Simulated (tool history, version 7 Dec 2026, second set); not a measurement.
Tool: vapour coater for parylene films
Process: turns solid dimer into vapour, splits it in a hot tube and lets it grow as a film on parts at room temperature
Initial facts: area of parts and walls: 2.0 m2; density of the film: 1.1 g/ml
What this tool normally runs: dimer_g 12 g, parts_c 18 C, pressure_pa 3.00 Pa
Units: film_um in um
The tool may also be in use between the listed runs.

run	hour	dimer_g	parts_c	pressure_pa	film_um
1	0.0	12	18	3.00	2.62
2	11.2	12	18	3.00	2.65
3	24.5	12	18	3.00	2.60
# hour 30.9: trap's valve overhauled
4	39.9	12	18	3.00	2.53
5	48.7	12	18	3.00	2.52
6	57.2	12	18	3.00	2.51
7	73.6	12	18	3.00	2.50
8	91.2	12	27	3.00	1.64
9	104.7	12	27	3.00	1.61
# hour 124.0: trap's valve overhauled, once more
10	127.5	12	19	4.11	2.78
11	144.0	12	19	4.11	2.75
12	154.4	12	19	4.11	2.71
13	168.1	12	19	4.11	2.69
14	187.0	12	19	4.11	2.66
15	205.2	12	19	4.11	2.64

Predict each of these 3 candidate next runs independently; none follows another, all start after run 15:
A	219.0	9	19	9.29	?
B	219.0	19	23	3.00	?
C	219.0	14	27	3.04	?

run	film_um
A	1.69
B	3.71
C	2.25
Without the tool's unlogged condition, the same runs would have read:
run	film_um
A	1.77
B	3.87
C	2.35
